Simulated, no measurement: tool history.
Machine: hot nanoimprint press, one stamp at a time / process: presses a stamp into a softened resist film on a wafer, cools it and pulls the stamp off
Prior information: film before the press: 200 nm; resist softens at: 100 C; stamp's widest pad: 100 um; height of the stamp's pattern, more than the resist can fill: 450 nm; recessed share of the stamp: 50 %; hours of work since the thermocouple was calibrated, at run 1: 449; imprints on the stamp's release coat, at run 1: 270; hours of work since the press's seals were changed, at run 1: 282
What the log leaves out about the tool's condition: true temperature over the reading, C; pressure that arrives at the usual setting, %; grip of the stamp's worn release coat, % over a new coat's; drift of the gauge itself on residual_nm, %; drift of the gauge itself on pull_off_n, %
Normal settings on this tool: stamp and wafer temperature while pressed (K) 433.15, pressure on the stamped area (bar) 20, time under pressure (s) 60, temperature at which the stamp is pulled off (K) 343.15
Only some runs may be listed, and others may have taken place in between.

run  hour  stamp and wafer temperature while pressed (K)  pressure on the stamped area (bar)  time under pressure (s)  temperature at which the stamp is pulled off (K)  hours of work since the thermocouple was calibrated  imprints on the stamp's release coat  hours of work since the press's seals were changed  resist left under the stamp's widest pad (nm)  greatest force while the stamp is pulled off (N)
  1     0                                         433.15                                  20                       60                                            343.15                                                  449                                   270                                                 282                                           66.1                                             133.3
  2   8.5                                         433.15                                  20                       60                                            343.15                                                  455                                   320                                                 289                                           66.2                                             133.5
  3  13.6                                         433.15                                  20                       60                                            343.15                                                  460                                   349                                                 293                                           65.8                                             133.8
     23.4  -- plate thermocouple calibrated
  4  25.6                                         421.15                                  20                       60                                            343.15                                                    2                                   402                                                 300                                          124.2                                             132.9
  5  31.1                                         421.15                                  20                       60                                            343.15                                                    6                                   434                                                 304                                          124.4                                             132.2
  6  37.5                                         421.15                                  20                       60                                            343.15                                                   11                                   472                                                 309                                          124.4                                             132.5
  7  44.1                                         441.15                                  20                       60                                            343.15                                                   16                                   510                                                 314                                           39.9                                             133.4
  8  51.2                                         439.15                                25.7                       33                                            344.15                                                   22                                   552                                                 320                                           52.2                                             131.8
  9  59.7                                         433.15                                29.4                       60                                            343.15                                                   29                                   601                                                 327                                           52.4                                             133.9
     63.1  -- plate thermocouple calibrated, once more
 10  69.9                                         425.15                                26.6                       60                                            346.15                                                    5                                   644                                                 333                                          101.8                                               132
 11    74                                         433.15                                  20                       60                                            335.15                                                    9                                   667                                                 336                                           71.1                                             159.1
 12  79.6                                         433.15                                  20                       68                                            343.15                                                   13                                   700                                                 340                                           67.3                                               140

The same runs without the tool's hidden state, with the same run-to-run variation:
run  resist left under the stamp's widest pad (nm)  greatest force while the stamp is pulled off (N)
  1                                           70.6                                             133.8
  2                                           70.7                                             133.5
  3                                           70.3                                             133.6
  4                                          136.8                                             134.2
  5                                            137                                             133.2
  6                                          137.1                                             133.2
  7                                           44.4                                             133.7
  8                                             58                                             131.9
  9                                           58.8                                             133.5
 10                                          100.7                                             126.3
 11                                           70.5                                             151.9
 12                                           66.8                                             133.5

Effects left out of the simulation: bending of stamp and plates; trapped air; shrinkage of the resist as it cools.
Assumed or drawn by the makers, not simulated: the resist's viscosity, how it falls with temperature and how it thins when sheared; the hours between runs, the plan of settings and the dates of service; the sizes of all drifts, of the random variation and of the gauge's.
